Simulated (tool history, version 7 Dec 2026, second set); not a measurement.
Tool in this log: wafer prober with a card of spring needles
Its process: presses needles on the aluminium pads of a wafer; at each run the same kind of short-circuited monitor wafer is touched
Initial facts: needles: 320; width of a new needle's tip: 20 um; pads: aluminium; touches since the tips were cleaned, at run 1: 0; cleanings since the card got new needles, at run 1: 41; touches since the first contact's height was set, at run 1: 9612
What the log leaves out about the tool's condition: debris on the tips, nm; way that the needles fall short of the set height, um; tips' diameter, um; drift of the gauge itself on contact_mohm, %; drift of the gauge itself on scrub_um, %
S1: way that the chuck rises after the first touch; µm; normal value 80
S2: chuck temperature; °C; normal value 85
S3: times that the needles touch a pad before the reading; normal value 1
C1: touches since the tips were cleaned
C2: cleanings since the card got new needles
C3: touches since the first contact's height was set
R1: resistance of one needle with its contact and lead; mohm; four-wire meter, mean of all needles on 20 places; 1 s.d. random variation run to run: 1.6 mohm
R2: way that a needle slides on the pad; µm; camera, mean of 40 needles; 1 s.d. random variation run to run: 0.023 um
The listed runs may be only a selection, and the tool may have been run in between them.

Run 1, hour 0: usual settings; C1 0; C2 41; C3 9612. Result: R1 160 mohm, R2 17.01 µm.
At hour 21.5: tips cleaned on abrasive film.
At hour 42.6: tips cleaned on abrasive film.
Run 2, hour 45.2: usual settings; C1 695; C2 43; C3 21649. Result: R1 161 mohm, R2 17 µm.
At hour 64.3: tips cleaned on abrasive film.
At hour 87.3: tips cleaned on abrasive film.
Run 3, hour 97.5: usual settings but S2 27 °C; C1 2735; C2 45; C3 35593. Result: R1 147 mohm, R2 17.01 µm.
At hour 107.5: tips cleaned on abrasive film.
Run 4, hour 124.6: usual settings; C1 4591; C2 46; C3 42832. Result: R1 160 mohm, R2 17.01 µm.
At hour 129.4: tips cleaned on abrasive film.
At hour 151.3: tips cleaned on abrasive film.
At hour 172.1: tips cleaned on abrasive film.
Run 5, hour 172.1: usual settings; C1 0; C2 49; C3 55461. Result: R1 158 mohm, R2 16.97 µm.
At hour 192.6: tips cleaned on abrasive film.
Run 6, hour 203.3: usual settings; C1 2860; C2 50; C3 63779. Result: R1 162 mohm, R2 16.95 µm.
At hour 215.8: tips cleaned on abrasive film.
At hour 237.4: tips cleaned on abrasive film.
Run 7, hour 252.9: usual settings; C1 4143; C2 52; C3 77001. Result: R1 161 mohm, R2 16.98 µm.
At hour 257.7: tips cleaned on abrasive film.
At hour 277.4: tips cleaned on abrasive film.
Run 8, hour 289.1: usual settings; C1 3115; C2 54; C3 86632. Result: R1 160 mohm, R2 16.93 µm.
At hour 298.1: tips cleaned on abrasive film.
At hour 317.8: tips cleaned on abrasive film.
Run 9, hour 333.4: usual settings but S3 3; C1 4162; C2 56; C3 98444. Result: R1 158 mohm, R2 16.92 µm.
At hour 338: tips cleaned on abrasive film.
At hour 359.4: tips cleaned on abrasive film.
Run 10, hour 367.9: usual settings but S1 87 µm; C1 2299; C2 58; C3 107639. Result: R1 157 mohm, R2 18.43 µm.
At hour 382.8: tips cleaned on abrasive film.
Run 11, hour 399.7: usual settings but S1 87 µm; C1 4508; C2 59; C3 116101. Result: R1 158 mohm, R2 18.42 µm.
At hour 403.7: tips cleaned on abrasive film.
At hour 425.5: tips cleaned on abrasive film.
Run 12, hour 443.1: usual settings but S1 98 µm; C1 4701; C2 61; C3 127662. Result: R1 154 mohm, R2 20.71 µm.
At hour 447.7: tips cleaned on abrasive film.
At hour 469.7: tips cleaned on abrasive film.
Run 13, hour 476.8: usual settings but S1 98 µm; C1 1903; C2 63; C3 136639. Result: R1 157 mohm, R2 20.75 µm.
At hour 491.4: tips cleaned on abrasive film.
Run 14, hour 500.1: usual settings but S3 2; C1 2316; C2 64; C3 142838. Result: R1 160 mohm, R2 16.93 µm.
At hour 511.3: tips cleaned on abrasive film.
At hour 532.4: tips cleaned on abrasive film.
Run 15, hour 551.2: usual settings but S1 79 µm, S2 120 °C, S3 2; C1 5029; C2 66; C3 156484. Result: R1 166 mohm, R2 16.66 µm.
At hour 554: tips cleaned on abrasive film.
At hour 577.6: tips cleaned on abrasive film.
Run 16, hour 585.4: usual settings but S1 72 µm, S2 45 °C, S3 3; C1 2088; C2 68; C3 165584. Result: R1 151 mohm, R2 15.21 µm.
At hour 598.1: tips cleaned on abrasive film.
At hour 618.9: tips cleaned on abrasive film.
Run 17, hour 636.5: usual settings but S1 65 µm, S2 27 °C, S3 2; C1 4689; C2 70; C3 179189. Result: R1 155 mohm, R2 13.73 µm.
At hour 640.5: tips cleaned on abrasive film.
At hour 662.9: tips cleaned on abrasive film.
Run 18, hour 680.6: usual settings but S1 93 µm, S2 81 °C, S3 2; C1 4727; C2 72; C3 190948. Result: R1 154 mohm, R2 19.59 µm.
At hour 684.6: tips cleaned on abrasive film.
Run 19, hour 703.3: usual settings but S1 93 µm, S2 81 °C, S3 2; C1 5015; C2 73; C3 196997. Result: R1 156 mohm, R2 19.63 µm.
At hour 706.8: tips cleaned on abrasive film.
At hour 729.1: tips cleaned on abrasive film.
Run 20, hour 733.6: usual settings but S1 93 µm, S2 26 °C, S3 2; C1 1215; C2 75; C3 205064. Result: R1 146 mohm, R2 19.63 µm.
At hour 750.4: tips cleaned on abrasive film.
Run 21, hour 767: usual settings but S1 90 µm, S2 74 °C; C1 4451; C2 76; C3 213966. Result: R1 156 mohm, R2 18.97 µm.
At hour 773.2: tips cleaned on abrasive film.
At hour 793.9: tips cleaned on abrasive film.
Run 22, hour 809.6: usual settings but S2 124 °C; C1 4181; C2 78; C3 225305. Result: R1 169 mohm, R2 16.81 µm.
At hour 816.8: tips cleaned on abrasive film.
At hour 837.8: tips cleaned on abrasive film.
Run 23, hour 842: usual settings but S2 92 °C, S3 2; C1 1102; C2 80; C3 233922. Result: R1 159 mohm, R2 16.81 µm.

For each entry between runs, how does the tool's hidden state at the last listed run before it compare with that at the first listed run after it?
After run 1, before run 2: tips cleaned on abrasive film (hour 21.5); tips cleaned on abrasive film (hour 42.6)
  debris on the tips, nm: 0 -> 0.1; drift of the gauge itself on scrub_um, %: 0 -> -0.06
  measured less the result without the state, R2: +0 -> -0.01 µm
After run 2, before run 3: tips cleaned on abrasive film (hour 64.3); tips cleaned on abrasive film (hour 87.3)
  debris on the tips, nm: 0.1 -> 0.3; drift of the gauge itself on scrub_um, %: -0.06 -> -0.13
  measured less the result without the state, R2: -0.01 -> -0.03 µm
After run 3, before run 4: tips cleaned on abrasive film (hour 107.5)
  debris on the tips, nm: 0.3 -> 0.4; drift of the gauge itself on scrub_um, %: -0.13 -> -0.17
  measured less the result without the state, R2: -0.03 -> -0.03 µm
After run 4, before run 5: tips cleaned on abrasive film (hour 129.4); tips cleaned on abrasive film (hour 151.3); tips cleaned on abrasive film (hour 172.1)
  debris on the tips, nm: 0.4 -> 0; drift of the gauge itself on scrub_um, %: -0.17 -> -0.23
  measured less the result without the state, R2: -0.03 -> -0.04 µm
After run 5, before run 6: tips cleaned on abrasive film (hour 192.6)
  debris on the tips, nm: 0 -> 0.3; drift of the gauge itself on scrub_um, %: -0.23 -> -0.27
  measured less the result without the state, R2: -0.04 -> -0.05 µm
After run 6, before run 7: tips cleaned on abrasive film (hour 215.8); tips cleaned on abrasive film (hour 237.4)
  tips' diameter, um: 20 -> 20.01; drift of the gauge itself on scrub_um, %: -0.27 -> -0.34
  measured less the result without the state, R2: -0.05 -> -0.06 µm
After run 7, before run 8: tips cleaned on abrasive film (hour 257.7); tips cleaned on abrasive film (hour 277.4)
  drift of the gauge itself on scrub_um, %: -0.34 -> -0.39
  measured less the result without the state, R2: -0.06 -> -0.06 µm
After run 8, before run 9: tips cleaned on abrasive film (hour 298.1); tips cleaned on abrasive film (hour 317.8)
  drift of the gauge itself on scrub_um, %: -0.39 -> -0.45
  measured less the result without the state, R2: -0.06 -> -0.08 µm
After run 9, before run 10: tips cleaned on abrasive film (hour 338); tips cleaned on abrasive film (hour 359.4)
  way that the needles fall short of the set height, um: 0 -> 0.01; drift of the gauge itself on scrub_um, %: -0.45 -> -0.49
  measured less the result without the state, R2: -0.08 -> -0.09 µm
After run 10, before run 11: tips cleaned on abrasive film (hour 382.8)
  drift of the gauge itself on scrub_um, %: -0.49 -> -0.54
  measured less the result without the state, R2: -0.09 -> -0.1 µm
After run 11, before run 12: tips cleaned on abrasive film (hour 403.7); tips cleaned on abrasive film (hour 425.5)
  debris on the tips, nm: 0.3 -> 0.4; drift of the gauge itself on scrub_um, %: -0.54 -> -0.59
  measured less the result without the state, R2: -0.1 -> -0.13 µm
After run 12, before run 13: tips cleaned on abrasive film (hour 447.7); tips cleaned on abrasive film (hour 469.7)
  debris on the tips, nm: 0.4 -> 0.2; drift of the gauge itself on scrub_um, %: -0.59 -> -0.64
  measured less the result without the state, R2: -0.13 -> -0.14 µm
After run 13, before run 14: tips cleaned on abrasive film (hour 491.4)
  debris on the tips, nm: 0.2 -> 0.3; drift of the gauge itself on scrub_um, %: -0.64 -> -0.67
  measured less the result without the state, R2: -0.14 -> -0.12 µm
After run 14, before run 15: tips cleaned on abrasive film (hour 511.3); tips cleaned on abrasive film (hour 532.4)
  debris on the tips, nm: 0.3 -> 0.4; drift of the gauge itself on scrub_um, %: -0.67 -> -0.74
  measured less the result without the state, R2: -0.12 -> -0.13 µm
After run 15, before run 16: tips cleaned on abrasive film (hour 554); tips cleaned on abrasive film (hour 577.6)
  debris on the tips, nm: 0.4 -> 0.2; drift of the gauge itself on scrub_um, %: -0.74 -> -0.79
  measured less the result without the state, R2: -0.13 -> -0.13 µm
After run 16, before run 17: tips cleaned on abrasive film (hour 598.1); tips cleaned on abrasive film (hour 618.9)
  debris on the tips, nm: 0.2 -> 0.4; drift of the gauge itself on scrub_um, %: -0.79 -> -0.85
  measured less the result without the state, R2: -0.13 -> -0.12 µm
After run 17, before run 18: tips cleaned on abrasive film (hour 640.5); tips cleaned on abrasive film (hour 662.9)
  drift of the gauge itself on scrub_um, %: -0.85 -> -0.91
  measured less the result without the state, R2: -0.12 -> -0.19 µm
After run 18, before run 19: tips cleaned on abrasive film (hour 684.6)
  drift of the gauge itself on scrub_um, %: -0.91 -> -0.94
  measured less the result without the state, R2: -0.19 -> -0.19 µm
After run 19, before run 20: tips cleaned on abrasive film (hour 706.8); tips cleaned on abrasive film (hour 729.1)
  debris on the tips, nm: 0.4 -> 0.1; drift of the gauge itself on scrub_um, %: -0.94 -> -0.98
  measured less the result without the state, R2: -0.19 -> -0.2 µm
After run 20, before run 21: tips cleaned on abrasive film (hour 750.4)
  debris on the tips, nm: 0.1 -> 0.4; drift of the gauge itself on scrub_um, %: -0.98 -> -1.03
  measured less the result without the state, R2: -0.2 -> -0.2 µm
After run 21, before run 22: tips cleaned on abrasive film (hour 773.2); tips cleaned on abrasive film (hour 793.9)
  debris on the tips, nm: 0.4 -> 0.3; drift of the gauge itself on scrub_um, %: -1.03 -> -1.09
  measured less the result without the state, R2: -0.2 -> -0.19 µm
After run 22, before run 23: tips cleaned on abrasive film (hour 816.8); tips cleaned on abrasive film (hour 837.8)
  debris on the tips, nm: 0.3 -> 0.2; drift of the gauge itself on scrub_um, %: -1.09 -> -1.13
  measured less the result without the state, R2: -0.19 -> -0.2 µm
